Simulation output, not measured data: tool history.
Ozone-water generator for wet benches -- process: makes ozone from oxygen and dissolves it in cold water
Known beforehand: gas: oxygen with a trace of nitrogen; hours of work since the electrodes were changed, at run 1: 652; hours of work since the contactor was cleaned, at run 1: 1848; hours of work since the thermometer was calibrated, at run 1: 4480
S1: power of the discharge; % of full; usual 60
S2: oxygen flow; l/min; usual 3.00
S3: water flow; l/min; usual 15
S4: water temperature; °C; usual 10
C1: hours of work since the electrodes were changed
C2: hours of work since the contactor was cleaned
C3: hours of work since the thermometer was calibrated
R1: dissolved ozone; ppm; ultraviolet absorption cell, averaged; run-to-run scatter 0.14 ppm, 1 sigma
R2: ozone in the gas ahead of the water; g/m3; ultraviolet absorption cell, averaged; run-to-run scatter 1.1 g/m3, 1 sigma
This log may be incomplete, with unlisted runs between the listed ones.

{"run": 1, "hour": 0.0, "S1": 60, "S2": 3.0, "S3": 15, "S4": 10, "C1": 652, "C2": 1848, "C3": 4480, "R1": 17.0, "R2": 192.0}
{"run": 2, "hour": 22.8, "S1": 60, "S2": 3.0, "S3": 15, "S4": 10, "C1": 673, "C2": 1869, "C3": 4501, "R1": 17.1, "R2": 191.8}
{"run": 3, "hour": 44.1, "S1": 60, "S2": 3.0, "S3": 15, "S4": 10, "C1": 692, "C2": 1889, "C3": 4521, "R1": 17.0, "R2": 195.3}
{"run": 4, "hour": 60.5, "S1": 60, "S2": 3.09, "S3": 15, "S4": 10, "C1": 707, "C2": 1903, "C3": 4536, "R1": 17.1, "R2": 190.2}
{"run": 5, "hour": 83.5, "S1": 60, "S2": 3.09, "S3": 15, "S4": 10, "C1": 728, "C2": 1925, "C3": 4557, "R1": 17.0, "R2": 188.3}
{"run": 6, "hour": 107.8, "S1": 60, "S2": 3.09, "S3": 15, "S4": 10, "C1": 750, "C2": 1947, "C3": 4579, "R1": 17.2, "R2": 189.7}
{"run": 7, "hour": 126.3, "S1": 60, "S2": 3.09, "S3": 15, "S4": 10, "C1": 767, "C2": 1964, "C3": 4596, "R1": 17.5, "R2": 189.6}
{"run": 8, "hour": 149.9, "S1": 60, "S2": 3.09, "S3": 15, "S4": 10, "C1": 789, "C2": 1985, "C3": 4617, "R1": 17.1, "R2": 190.2}
{"run": 9, "hour": 181.0, "S1": 60, "S2": 3.0, "S3": 15, "S4": 10, "C1": 817, "C2": 2013, "C3": 4645, "R1": 16.9, "R2": 193.1}
{"run": 10, "hour": 203.0, "S1": 60, "S2": 3.0, "S3": 15, "S4": 12, "C1": 837, "C2": 2033, "C3": 4666, "R1": 16.6, "R2": 194.5}
{"run": 11, "hour": 227.2, "S1": 60, "S2": 3.0, "S3": 15, "S4": 16, "C1": 859, "C2": 2056, "C3": 4688, "R1": 15.8, "R2": 194.4}
{"run": 12, "hour": 240.5, "S1": 60, "S2": 3.0, "S3": 15, "S4": 10, "C1": 871, "C2": 2068, "C3": 4700, "R1": 17.1, "R2": 194.2}
{"run": 13, "hour": 259.9, "S1": 60, "S2": 3.0, "S3": 15, "S4": 10, "C1": 889, "C2": 2085, "C3": 4718, "R1": 17.1, "R2": 195.0}
{"run": 14, "hour": 291.2, "S1": 60, "S2": 4.59, "S3": 15, "S4": 10, "C1": 918, "C2": 2114, "C3": 4746, "R1": 17.0, "R2": 146.2}
{"run": 15, "hour": 317.5, "S1": 60, "S2": 3.0, "S3": 15, "S4": 10, "C1": 942, "C2": 2138, "C3": 4770, "R1": 17.2, "R2": 196.2}
{"run": 16, "hour": 332.6, "S1": 60, "S2": 3.0, "S3": 15, "S4": 10, "C1": 955, "C2": 2152, "C3": 4784, "R1": 17.4, "R2": 197.3}
{"run": 17, "hour": 348.4, "S1": 73, "S2": 1.6, "S3": 15, "S4": 14, "C1": 970, "C2": 2166, "C3": 4798, "R1": 19.4, "R2": 356.8}
{"run": 18, "hour": 375.3, "S1": 61, "S2": 1.6, "S3": 15, "S4": 16, "C1": 994, "C2": 2191, "C3": 4823, "R1": 16.0, "R2": 307.1}
{"run": 19, "hour": 395.8, "S1": 61, "S2": 1.6, "S3": 15, "S4": 16, "C1": 1013, "C2": 2209, "C3": 4841, "R1": 16.1, "R2": 304.4}
{"run": 20, "hour": 425.4, "S1": 61, "S2": 1.6, "S3": 15, "S4": 12, "C1": 1040, "C2": 2236, "C3": 4868, "R1": 16.4, "R2": 303.5}
{"run": 21, "hour": 455.9, "S1": 42, "S2": 4.65, "S3": 15, "S4": 5, "C1": 1068, "C2": 2264, "C3": 4896, "R1": 12.8, "R2": 106.4}
{"run": 22, "hour": 472.7, "S1": 60, "S2": 3.0, "S3": 15, "S4": 12, "C1": 1083, "C2": 2279, "C3": 4912, "R1": 16.7, "R2": 197.1}
{"run": 23, "hour": 501.5, "S1": 42, "S2": 3.0, "S3": 17, "S4": 5, "C1": 1109, "C2": 2306, "C3": 4938, "R1": 11.4, "R2": 141.3}
{"hour": 503.8, "done": "gauge calibrated"}
{"hour": 519.8, "done": "water thermometer calibrated"}
{"run": 24, "hour": 520.1, "S1": 42, "S2": 3.0, "S3": 17, "S4": 5, "C1": 1126, "C2": 2322, "C3": 0, "R1": 11.4, "R2": 136.4}
{"run": 25, "hour": 541.4, "S1": 74, "S2": 2.46, "S3": 13, "S4": 7, "C1": 1145, "C2": 2342, "C3": 20, "R1": 24.3, "R2": 266.8}
{"run": 26, "hour": 561.3, "S1": 74, "S2": 2.46, "S3": 13, "S4": 14, "C1": 1164, "C2": 2360, "C3": 38, "R1": 22.6, "R2": 265.9}
{"run": 27, "hour": 577.3, "S1": 74, "S2": 2.46, "S3": 13, "S4": 14, "C1": 1178, "C2": 2374, "C3": 52, "R1": 22.6, "R2": 266.4}
{"run": 28, "hour": 592.7, "S1": 60, "S2": 3.05, "S3": 11, "S4": 10, "C1": 1192, "C2": 2388, "C3": 67, "R1": 22.7, "R2": 189.6}
{"run": 29, "hour": 614.4, "S1": 60, "S2": 2.41, "S3": 15, "S4": 7, "C1": 1212, "C2": 2408, "C3": 86, "R1": 17.4, "R2": 222.4}
{"run": 30, "hour": 645.6, "S1": 40, "S2": 4.72, "S3": 11, "S4": 6, "C1": 1240, "C2": 2437, "C3": 115, "R1": 15.4, "R2": 98.8}
{"run": 31, "hour": 658.6, "S1": 40, "S2": 4.72, "S3": 11, "S4": 6, "C1": 1252, "C2": 2449, "C3": 127, "R1": 15.6, "R2": 97.2}
{"run": 32, "hour": 674.6, "S1": 40, "S2": 4.72, "S3": 11, "S4": 6, "C1": 1267, "C2": 2463, "C3": 141, "R1": 15.5, "R2": 98.4}

Alternative continuations, all from the tool just after run 32; predict every row:
{"run": "A", "hour": 705.4, "S1": 70, "S2": 4.72, "S3": 11, "S4": 6, "C1": 1295, "C2": 2491, "C3": 169, "R1": "?", "R2": "?"}
{"run": "B", "hour": 705.4, "S1": 60, "S2": 1.56, "S3": 11, "S4": 6, "C1": 1295, "C2": 2491, "C3": 169, "R1": "?", "R2": "?"}
{"run": "C", "hour": 705.4, "S1": 59, "S2": 4.72, "S3": 12, "S4": 6, "C1": 1295, "C2": 2491, "C3": 169, "R1": "?", "R2": "?"}
{"run": "D", "hour": 705.4, "S1": 60, "S2": 1.83, "S3": 13, "S4": 10, "C1": 1295, "C2": 2491, "C3": 169, "R1": "?", "R2": "?"}
{"run": "E", "hour": 705.4, "S1": 68, "S2": 4.72, "S3": 18, "S4": 18, "C1": 1295, "C2": 2491, "C3": 169, "R1": "?", "R2": "?"}

run=A R1=26.1 R2=165.4
run=B R1=23.2 R2=302.7
run=C R1=20.9 R2=141.0
run=D R1=19.1 R2=272.8
run=E R1=14.6 R2=160.8
What these runs would have given with no unlogged condition in the tool:
run=A R1=26.1 R2=163.5
run=B R1=23.2 R2=299.2
run=C R1=20.9 R2=139.4
run=D R1=19.1 R2=269.6
run=E R1=14.6 R2=158.9
